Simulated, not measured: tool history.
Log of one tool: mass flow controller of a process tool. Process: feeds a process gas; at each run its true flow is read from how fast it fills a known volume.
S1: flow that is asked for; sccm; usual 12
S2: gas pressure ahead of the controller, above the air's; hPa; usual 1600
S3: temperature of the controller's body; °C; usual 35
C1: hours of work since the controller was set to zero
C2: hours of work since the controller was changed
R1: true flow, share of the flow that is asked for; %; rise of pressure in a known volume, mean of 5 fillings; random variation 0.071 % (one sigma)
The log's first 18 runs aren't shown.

run    hour  S1    S2  S3    C1    C2     R1
 19  1754.4  12  1600  23  3051  3051  98.86
 20  1893.8   5  2170  25  3115  3115  98.47
 21  1993.5  10  1910  31  3160  3160  99.14
 22  2080.9  10  1910  31  3200  3200  99.20
 23  2218.3  12  1460  23  3263  3263  98.86
 24  2309.4  12  1970  37  3304  3304  99.61
 25  2441.2   3  1620  35  3364  3364  98.51
 26  2543.7   3  1620  35  3411  3411  98.47
 27  2617.2   7  1600  22  3445  3445  98.19
 28  2717.0   3  1600  35  3490  3490  98.49
 29  2852.5  12  1600  32  3552  3552  99.34
 30  2934.9  12  1600  32  3589  3589  99.29
 31  3059.9  12  2550  22  3646  3646  99.04
 32  3140.9  12  2180  36  3683  3683  99.94
 33  3238.4   3  2180  27  3728  3728  98.29
 34  3375.2  10  1600  25  3790  3790  98.68
 35  3487.4   4  1540  27  3841  3841  98.11
 36  3551.4  12  1600  22  3870  3870  98.83
 37  3683.7   5  2720  28  3931  3931  98.70

Forecast each of these 4 alternatives for the next run:
  A  3774.4  13  2000  35  3972  3972   ?
  B  3774.4   8  2030  28  3972  3972   ?
  C  3774.4   9  1780  29  3972  3972   ?
  D  3774.4  17  2720  28  3972  3972   ?

run      R1
  A   99.66
  B   98.80
  C   98.91
  D  100.13
Without the tool's hidden state the same runs would have given:
run      R1
  A   99.66
  B   98.79
  C   98.90
  D  100.13
